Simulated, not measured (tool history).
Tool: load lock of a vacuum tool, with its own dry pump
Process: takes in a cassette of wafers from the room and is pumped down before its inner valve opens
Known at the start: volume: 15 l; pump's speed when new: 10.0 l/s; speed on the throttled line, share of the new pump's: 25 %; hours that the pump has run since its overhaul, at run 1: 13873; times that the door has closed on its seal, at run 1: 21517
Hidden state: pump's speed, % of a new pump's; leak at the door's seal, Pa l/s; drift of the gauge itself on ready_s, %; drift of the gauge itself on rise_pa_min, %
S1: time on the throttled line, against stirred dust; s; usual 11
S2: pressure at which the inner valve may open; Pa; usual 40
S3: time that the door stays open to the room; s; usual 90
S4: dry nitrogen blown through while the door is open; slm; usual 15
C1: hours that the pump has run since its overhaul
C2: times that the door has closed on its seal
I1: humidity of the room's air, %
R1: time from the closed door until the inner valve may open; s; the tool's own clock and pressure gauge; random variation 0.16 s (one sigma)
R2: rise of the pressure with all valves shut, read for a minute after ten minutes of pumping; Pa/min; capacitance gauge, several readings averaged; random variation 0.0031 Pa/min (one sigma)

run      day  S1  S2   S3  S4     C1     C2    I1    R1     R2
  1        0  11  40   90  15  13873  21517    43  21.9  0.165
  2   16.179  14  40   90  15  14262  22436  43.6  24.1  0.165
  3   36.379  11  77   90  15  14746  23582  41.4  20.8  0.167
  4   54.667  11  40   90  15  15185  24620    47    22  0.184
  5   76.408  11  40   90  15  15707  25854  45.5  22.5  0.191
  6   94.925  19  40   90  15  16151  26905  43.6    28  0.193
  7  114.846  11  40   48  15  16630  28036  44.6  22.3  0.191
  8  132.608  11  40   48  15  17056  29044  46.3  22.6  0.197
     143.442  -- dry pump taken out, an overhauled one fitted
  9  156.233  11  40   48  15    307  30371  44.1  19.9  0.205
 10  167.042  11  40   48  15    566  30984  44.9    20   0.21
 11  177.296  11  40   48  15    812  31566  44.9  19.9  0.215
 12  189.758  11  40   90  15   1112  32274  42.1  19.8  0.227
 13  214.321  11  40   90  15   1701  33668  47.9  19.7  0.247
 14  229.825  11  40   90  15   2073  34548  43.6  19.9  0.235
 15  248.425  11  40   90  15   2520  35604  45.7  19.9  0.251
 16  267.612   9  40   90  15   2980  36693  44.1  18.7  0.264
 17  285.067   9  40  178  15   3399  37683  46.1  18.8  0.289
 18  297.521  11  40   90  15   3698  38390  42.6  20.2  0.273
 19  321.408  13  58   53  27   4271  39746  49.5  21.2  0.263
 20  341.938  13  58   53  27   4764  40911  43.3    21  0.263
 21  365.542  13  58   53  27   5330  42251  43.7  21.3  0.277
 22  380.429  13  36   47   4   5688  43096  45.5  21.9  0.318
 23  398.646   7  38  139   4   6125  44130  50.6  17.6  0.381
 24    422.8   7  38  139   4   6705  45501  45.3  17.8  0.379
 25  435.146   7  38  139   4   7001  46202  43.8  17.9  0.365
 26  446.442   7  67  122   4   7272  46843  46.1  17.2  0.374
 27  464.212   7  67  122   4   7698  47852  44.6    17  0.388
 28  487.412  11  40   83  15   8255  49168  41.6  20.7  0.346
 29  497.638  12  40   83  15   8501  49749  45.7  21.5  0.362
 30  521.646  12  40   83  15   9077  51111  40.8  21.7  0.364
 31  533.579  12  40   83  15   9363  51789  46.2  21.9  0.379
 32  554.692  12  40   83  15   9870  52987  46.4  21.6  0.396
 33  577.954  12  40   83  15  10428  54307  45.5  21.6  0.403
 34  598.667   9  40   45  15  10925  55483    46  19.7  0.406
 35  622.967   9  40   45  15  11509  56862  44.1    20   0.41
 36  635.725   9  40   45  15  11815  57586  48.8  19.9  0.427

Forecast each of these 5 alternatives for the next run:
  A  650.667  11  74  157  15  12173  58434  46.6   ?   ?
  B  650.667   9  40   90   5  12173  58434  42.2   ?   ?
  C  650.667  11  40  195  15  12173  58434  46.7   ?   ?
  D  650.667  11  49   90  15  12173  58434  41.7   ?   ?
  E  650.667  12  40   65  12  12173  58434  47.1   ?   ?

run    R1     R2
  A  20.2  0.463
  B  20.2  0.465
  C  21.3  0.466
  D  20.9  0.444
  E  22.2  0.439
Without the tool's hidden state the same runs would have given:
run    R1     R2
  A    19  0.096
  B  18.8  0.097
  C    20  0.097
  D  19.7  0.074
  E    21   0.08

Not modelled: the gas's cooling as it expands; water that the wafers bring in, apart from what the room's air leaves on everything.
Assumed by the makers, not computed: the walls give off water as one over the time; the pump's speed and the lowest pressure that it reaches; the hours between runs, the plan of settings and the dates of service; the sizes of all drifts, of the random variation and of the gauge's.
